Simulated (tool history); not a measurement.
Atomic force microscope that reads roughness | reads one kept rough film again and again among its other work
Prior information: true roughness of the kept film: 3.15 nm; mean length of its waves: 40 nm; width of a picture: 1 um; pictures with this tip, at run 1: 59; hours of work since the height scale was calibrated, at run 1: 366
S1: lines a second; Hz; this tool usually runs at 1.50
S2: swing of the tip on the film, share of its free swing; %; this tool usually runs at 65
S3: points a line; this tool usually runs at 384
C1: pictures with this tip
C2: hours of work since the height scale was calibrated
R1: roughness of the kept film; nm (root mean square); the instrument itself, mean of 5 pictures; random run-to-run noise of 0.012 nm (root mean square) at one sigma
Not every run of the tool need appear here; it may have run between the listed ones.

{"run": 1, "day": 0.0, "S1": 1.5, "S2": 65, "S3": 384, "C1": 59, "C2": 366, "R1": 2.78}
{"run": 2, "day": 0.642, "S1": 1.5, "S2": 65, "S3": 883, "C1": 78, "C2": 374, "R1": 2.757}
{"run": 3, "day": 1.442, "S1": 1.5, "S2": 65, "S3": 883, "C1": 101, "C2": 383, "R1": 2.713}
{"run": 4, "day": 2.3, "S1": 1.5, "S2": 65, "S3": 350, "C1": 126, "C2": 394, "R1": 2.65}
{"run": 5, "day": 2.717, "S1": 1.5, "S2": 77, "S3": 350, "C1": 138, "C2": 399, "R1": 2.574}
{"run": 6, "day": 3.583, "S1": 1.5, "S2": 65, "S3": 384, "C1": 163, "C2": 409, "R1": 2.59}
{"run": 7, "day": 4.075, "S1": 1.5, "S2": 65, "S3": 384, "C1": 178, "C2": 415, "R1": 2.586}
{"run": 8, "day": 4.738, "S1": 1.5, "S2": 57, "S3": 384, "C1": 197, "C2": 423, "R1": 2.57}
{"run": 9, "day": 5.175, "S1": 1.5, "S2": 57, "S3": 384, "C1": 210, "C2": 428, "R1": 2.548}
{"run": 10, "day": 5.854, "S1": 1.5, "S2": 57, "S3": 309, "C1": 229, "C2": 437, "R1": 2.512}
{"run": 11, "day": 6.45, "S1": 3.47, "S2": 57, "S3": 309, "C1": 247, "C2": 444, "R1": 2.429}
{"day": 6.575, "done": "height scale calibrated on a step standard"}
{"day": 7.154, "done": "new tip fitted"}
{"run": 12, "day": 7.371, "S1": 3.47, "S2": 83, "S3": 309, "C1": 6, "C2": 9, "R1": 2.561}
{"run": 13, "day": 7.992, "S1": 0.56, "S2": 65, "S3": 384, "C1": 24, "C2": 17, "R1": 2.883}
{"run": 14, "day": 8.45, "S1": 0.56, "S2": 65, "S3": 384, "C1": 37, "C2": 22, "R1": 2.873}
{"run": 15, "day": 9.329, "S1": 0.56, "S2": 65, "S3": 384, "C1": 63, "C2": 33, "R1": 2.842}
{"run": 16, "day": 10.188, "S1": 0.58, "S2": 65, "S3": 384, "C1": 88, "C2": 43, "R1": 2.759}
{"day": 10.433, "done": "height scale calibrated on a step standard, once more"}
{"run": 17, "day": 10.908, "S1": 0.58, "S2": 65, "S3": 384, "C1": 107, "C2": 6, "R1": 2.739}
{"run": 18, "day": 11.762, "S1": 0.67, "S2": 65, "S3": 384, "C1": 132, "C2": 16, "R1": 2.658}
{"run": 19, "day": 12.525, "S1": 2.59, "S2": 65, "S3": 772, "C1": 154, "C2": 25, "R1": 2.58}
{"run": 20, "day": 13.067, "S1": 0.54, "S2": 65, "S3": 416, "C1": 170, "C2": 32, "R1": 2.611}
{"run": 21, "day": 13.604, "S1": 1.5, "S2": 68, "S3": 952, "C1": 186, "C2": 38, "R1": 2.549}
{"run": 22, "day": 14.012, "S1": 1.5, "S2": 68, "S3": 952, "C1": 198, "C2": 43, "R1": 2.533}
{"run": 23, "day": 14.396, "S1": 1.5, "S2": 68, "S3": 952, "C1": 209, "C2": 48, "R1": 2.496}
{"run": 24, "day": 14.792, "S1": 0.76, "S2": 74, "S3": 384, "C1": 220, "C2": 53, "R1": 2.512}
{"run": 25, "day": 15.296, "S1": 0.52, "S2": 75, "S3": 384, "C1": 235, "C2": 59, "R1": 2.511}
{"run": 26, "day": 15.746, "S1": 0.52, "S2": 75, "S3": 384, "C1": 248, "C2": 64, "R1": 2.486}
{"day": 16.396, "done": "new tip fitted"}
{"run": 27, "day": 16.596, "S1": 0.52, "S2": 75, "S3": 384, "C1": 6, "C2": 74, "R1": 2.912}
{"run": 28, "day": 17.125, "S1": 0.52, "S2": 81, "S3": 938, "C1": 22, "C2": 81, "R1": 2.882}
{"run": 29, "day": 17.721, "S1": 3.7, "S2": 89, "S3": 384, "C1": 39, "C2": 88, "R1": 2.371}
{"run": 30, "day": 18.571, "S1": 3.7, "S2": 89, "S3": 384, "C1": 64, "C2": 98, "R1": 2.336}
{"run": 31, "day": 19.267, "S1": 1.09, "S2": 65, "S3": 384, "C1": 84, "C2": 106, "R1": 2.747}
{"run": 32, "day": 19.8, "S1": 1.09, "S2": 65, "S3": 384, "C1": 99, "C2": 113, "R1": 2.718}
{"run": 33, "day": 20.371, "S1": 2.38, "S2": 61, "S3": 384, "C1": 116, "C2": 120, "R1": 2.647}
{"run": 34, "day": 21.067, "S1": 3.35, "S2": 69, "S3": 300, "C1": 136, "C2": 128, "R1": 2.51}
{"run": 35, "day": 21.55, "S1": 1.5, "S2": 67, "S3": 384, "C1": 150, "C2": 134, "R1": 2.605}
{"run": 36, "day": 22.208, "S1": 1.5, "S2": 67, "S3": 384, "C1": 169, "C2": 142, "R1": 2.587}

Consider 4 possible next runs. They are alternatives, not a sequence: every one starts from the tool as it was left by run 36. What does each give?
{"run": "A", "day": 22.833, "S1": 0.92, "S2": 67, "S3": 842, "C1": 188, "C2": 150, "R1": "?"}
{"run": "B", "day": 22.833, "S1": 1.5, "S2": 78, "S3": 830, "C1": 188, "C2": 150, "R1": "?"}
{"run": "C", "day": 22.833, "S1": 1.5, "S2": 65, "S3": 793, "C1": 188, "C2": 150, "R1": "?"}
{"run": "D", "day": 22.833, "S1": 3.15, "S2": 65, "S3": 384, "C1": 188, "C2": 150, "R1": "?"}

run=A R1=2.574
run=B R1=2.478
run=C R1=2.569
run=D R1=2.474
Without the tool's unlogged condition, the same runs would have read:
run=A R1=2.924
run=B R1=2.814
run=C R1=2.916
run=D R1=2.809
